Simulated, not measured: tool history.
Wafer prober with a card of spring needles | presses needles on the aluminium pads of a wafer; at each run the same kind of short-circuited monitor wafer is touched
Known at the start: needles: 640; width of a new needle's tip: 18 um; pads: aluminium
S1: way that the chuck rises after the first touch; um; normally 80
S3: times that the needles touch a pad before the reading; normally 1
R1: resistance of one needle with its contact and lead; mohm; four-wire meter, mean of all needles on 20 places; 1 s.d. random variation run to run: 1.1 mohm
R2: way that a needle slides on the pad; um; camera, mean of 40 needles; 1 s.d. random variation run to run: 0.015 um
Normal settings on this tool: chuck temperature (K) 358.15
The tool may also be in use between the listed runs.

{"run": 1, "hour": 0.0, "S1": 80, "chuck temperature (K)": 358.15, "S3": 1, "R1": 297, "R2": 13.42}
{"hour": 2.2, "done": "tips cleaned on abrasive film"}
{"hour": 12.4, "done": "tips cleaned on abrasive film"}
{"hour": 22.5, "done": "tips cleaned on abrasive film"}
{"hour": 31.0, "done": "tips cleaned on abrasive film"}
{"run": 2, "hour": 33.5, "S1": 80, "chuck temperature (K)": 358.15, "S3": 2, "R1": 288, "R2": 13.39}
{"hour": 39.8, "done": "tips cleaned on abrasive film"}
{"hour": 49.6, "done": "tips cleaned on abrasive film"}
{"hour": 59.7, "done": "tips cleaned on abrasive film"}
{"hour": 70.0, "done": "tips cleaned on abrasive film"}
{"run": 3, "hour": 74.8, "S1": 80, "chuck temperature (K)": 322.15, "S3": 2, "R1": 282, "R2": 13.34}
{"hour": 79.1, "done": "tips cleaned on abrasive film"}
{"hour": 89.4, "done": "tips cleaned on abrasive film"}
{"hour": 99.9, "done": "tips cleaned on abrasive film"}
{"run": 4, "hour": 100.0, "S1": 80, "chuck temperature (K)": 322.15, "S3": 2, "R1": 279, "R2": 13.31}
{"hour": 110.4, "done": "tips cleaned on abrasive film"}
{"hour": 120.7, "done": "tips cleaned on abrasive film"}
{"hour": 130.6, "done": "tips cleaned on abrasive film"}
{"run": 5, "hour": 134.3, "S1": 80, "chuck temperature (K)": 322.15, "S3": 2, "R1": 279, "R2": 13.26}
{"hour": 140.3, "done": "tips cleaned on abrasive film"}
{"hour": 150.8, "done": "tips cleaned on abrasive film"}
{"run": 6, "hour": 157.3, "S1": 75, "chuck temperature (K)": 358.15, "S3": 1, "R1": 296, "R2": 12.42}
{"hour": 159.5, "done": "tips cleaned on abrasive film"}
{"hour": 170.0, "done": "tips cleaned on abrasive film"}
{"hour": 178.4, "done": "tips cleaned on abrasive film"}
{"hour": 188.9, "done": "tips cleaned on abrasive film"}
{"run": 7, "hour": 192.1, "S1": 75, "chuck temperature (K)": 358.15, "S3": 1, "R1": 294, "R2": 12.36}
{"hour": 198.2, "done": "tips cleaned on abrasive film"}
{"hour": 208.4, "done": "tips cleaned on abrasive film"}
{"hour": 216.8, "done": "tips cleaned on abrasive film"}
{"hour": 217.1, "done": "height of the first contact set anew"}
{"hour": 227.3, "done": "tips cleaned on abrasive film"}
{"run": 8, "hour": 229.9, "S1": 80, "chuck temperature (K)": 304.15, "S3": 1, "R1": 276, "R2": 13.45}
{"hour": 236.2, "done": "tips cleaned on abrasive film"}
{"hour": 244.7, "done": "tips cleaned on abrasive film"}
{"hour": 254.9, "done": "tips cleaned on abrasive film"}
{"hour": 263.4, "done": "tips cleaned on abrasive film"}
{"run": 9, "hour": 266.2, "S1": 80, "chuck temperature (K)": 304.15, "S3": 1, "R1": 276, "R2": 13.41}
{"hour": 272.0, "done": "tips cleaned on abrasive film"}
{"hour": 282.3, "done": "tips cleaned on abrasive film"}
{"hour": 290.7, "done": "tips cleaned on abrasive film"}
{"hour": 299.2, "done": "tips cleaned on abrasive film"}
{"run": 10, "hour": 304.2, "S1": 80, "chuck temperature (K)": 358.15, "S3": 3, "R1": 291, "R2": 13.38}
{"hour": 308.2, "done": "tips cleaned on abrasive film"}
{"hour": 318.7, "done": "tips cleaned on abrasive film"}
{"run": 11, "hour": 322.3, "S1": 80, "chuck temperature (K)": 358.15, "S3": 3, "R1": 293, "R2": 13.34}
{"hour": 328.3, "done": "tips cleaned on abrasive film"}
{"hour": 338.8, "done": "tips cleaned on abrasive film"}
{"hour": 349.2, "done": "tips cleaned on abrasive film"}
{"run": 12, "hour": 349.2, "S1": 80, "chuck temperature (K)": 358.15, "S3": 3, "R1": 287, "R2": 13.31}
{"hour": 357.6, "done": "tips cleaned on abrasive film"}
{"hour": 367.9, "done": "tips cleaned on abrasive film"}
{"hour": 378.4, "done": "tips cleaned on abrasive film"}
{"run": 13, "hour": 383.7, "S1": 80, "chuck temperature (K)": 318.15, "S3": 1, "R1": 285, "R2": 13.28}
{"hour": 388.0, "done": "tips cleaned on abrasive film"}
{"hour": 396.4, "done": "tips cleaned on abrasive film"}
{"hour": 406.5, "done": "tips cleaned on abrasive film"}
{"run": 14, "hour": 412.9, "S1": 79, "chuck temperature (K)": 376.15, "S3": 1, "R1": 302, "R2": 13.09}
{"hour": 415.1, "done": "tips cleaned on abrasive film"}
{"hour": 425.5, "done": "tips cleaned on abrasive film"}
{"hour": 434.0, "done": "tips cleaned on abrasive film"}
{"hour": 444.5, "done": "tips cleaned on abrasive film"}
{"run": 15, "hour": 450.0, "S1": 97, "chuck temperature (K)": 303.15, "S3": 1, "R1": 279, "R2": 16.04}
{"hour": 454.2, "done": "tips cleaned on abrasive film"}
{"hour": 464.3, "done": "tips cleaned on abrasive film"}
{"hour": 472.9, "done": "height of the first contact set anew"}
{"hour": 475.1, "done": "tips cleaned on abrasive film"}
{"hour": 483.5, "done": "tips cleaned on abrasive film"}
{"run": 16, "hour": 486.2, "S1": 97, "chuck temperature (K)": 303.15, "S3": 1, "R1": 275, "R2": 16.31}
{"hour": 492.2, "done": "tips cleaned on abrasive film"}
{"hour": 500.6, "done": "tips cleaned on abrasive film"}
{"hour": 510.8, "done": "tips cleaned on abrasive film"}
{"run": 17, "hour": 515.6, "S1": 74, "chuck temperature (K)": 302.15, "S3": 1, "R1": 281, "R2": 12.42}
{"hour": 519.9, "done": "tips cleaned on abrasive film"}
{"hour": 530.3, "done": "tips cleaned on abrasive film"}
{"run": 18, "hour": 533.2, "S1": 63, "chuck temperature (K)": 334.15, "S3": 2, "R1": 288, "R2": 10.54}
{"hour": 539.5, "done": "tips cleaned on abrasive film"}
{"hour": 549.7, "done": "tips cleaned on abrasive film"}
{"hour": 560.2, "done": "tips cleaned on abrasive film"}
{"run": 19, "hour": 565.7, "S1": 63, "chuck temperature (K)": 334.15, "S3": 2, "R1": 291, "R2": 10.45}
{"hour": 569.9, "done": "tips cleaned on abrasive film"}
{"hour": 579.9, "done": "tips cleaned on abrasive film"}
{"hour": 590.0, "done": "tips cleaned on abrasive film"}
{"run": 20, "hour": 596.5, "S1": 63, "chuck temperature (K)": 334.15, "S3": 2, "R1": 293, "R2": 10.46}
{"hour": 598.7, "done": "tips cleaned on abrasive film"}
{"hour": 609.3, "done": "tips cleaned on abrasive film"}
{"hour": 619.5, "done": "tips cleaned on abrasive film"}
{"hour": 630.1, "done": "tips cleaned on abrasive film"}
{"run": 21, "hour": 635.6, "S1": 88, "chuck temperature (K)": 358.15, "S3": 1, "R1": 295, "R2": 14.62}
{"hour": 639.9, "done": "tips cleaned on abrasive film"}
{"hour": 650.0, "done": "tips cleaned on abrasive film"}
{"hour": 660.4, "done": "tips cleaned on abrasive film"}
{"run": 22, "hour": 667.0, "S1": 75, "chuck temperature (K)": 358.15, "S3": 1, "R1": 302, "R2": 12.4}
{"hour": 669.2, "done": "tips cleaned on abrasive film"}
{"hour": 679.3, "done": "tips cleaned on abrasive film"}
{"hour": 687.7, "done": "tips cleaned on abrasive film"}
{"run": 23, "hour": 694.7, "S1": 75, "chuck temperature (K)": 323.15, "S3": 2, "R1": 286, "R2": 12.36}
{"hour": 696.9, "done": "tips cleaned on abrasive film"}
{"hour": 705.3, "done": "tips cleaned on abrasive film"}
{"hour": 713.8, "done": "tips cleaned on abrasive film"}
{"hour": 723.4, "done": "tips cleaned on abrasive film"}
{"run": 24, "hour": 723.4, "S1": 87, "chuck temperature (K)": 385.15, "S3": 2, "R1": 295, "R2": 14.35}
{"hour": 729.7, "done": "height of the first contact set anew"}
{"hour": 734.0, "done": "tips cleaned on abrasive film"}
{"run": 25, "hour": 741.4, "S1": 95, "chuck temperature (K)": 346.15, "S3": 1, "R1": 291, "R2": 15.99}
{"hour": 743.6, "done": "tips cleaned on abrasive film"}
{"hour": 752.0, "done": "tips cleaned on abrasive film"}
{"hour": 762.3, "done": "tips cleaned on abrasive film"}
{"run": 26, "hour": 770.4, "S1": 95, "chuck temperature (K)": 346.15, "S3": 1, "R1": 293, "R2": 15.98}

Alternative continuations, all from the tool just after run 26; predict every row:
{"hour": 772.6, "done": "tips cleaned on abrasive film"}
{"hour": 783.0, "done": "tips cleaned on abrasive film"}
{"hour": 793.1, "done": "tips cleaned on abrasive film"}
{"hour": 803.3, "done": "tips cleaned on abrasive film"}
{"run": "A", "hour": 810.9, "S1": 61, "chuck temperature (K)": 313.15, "S3": 1, "R1": "?", "R2": "?"}
{"hour": 772.6, "done": "tips cleaned on abrasive film"}
{"hour": 783.0, "done": "tips cleaned on abrasive film"}
{"hour": 793.1, "done": "tips cleaned on abrasive film"}
{"hour": 803.3, "done": "tips cleaned on abrasive film"}
{"run": "B", "hour": 810.9, "S1": 86, "chuck temperature (K)": 346.15, "S3": 1, "R1": "?", "R2": "?"}
{"hour": 772.6, "done": "tips cleaned on abrasive film"}
{"hour": 783.0, "done": "tips cleaned on abrasive film"}
{"hour": 793.1, "done": "tips cleaned on abrasive film"}
{"hour": 803.3, "done": "tips cleaned on abrasive film"}
{"run": "C", "hour": 810.9, "S1": 95, "chuck temperature (K)": 346.15, "S3": 3, "R1": "?", "R2": "?"}

run=A R1=296 R2=10.2
run=B R1=294 R2=14.39
run=C R1=286 R2=15.92
Without the tool's hidden state the same runs would have given:
run=A R1=276 R2=10.29
run=B R1=283 R2=14.48
run=C R1=282 R2=16.01
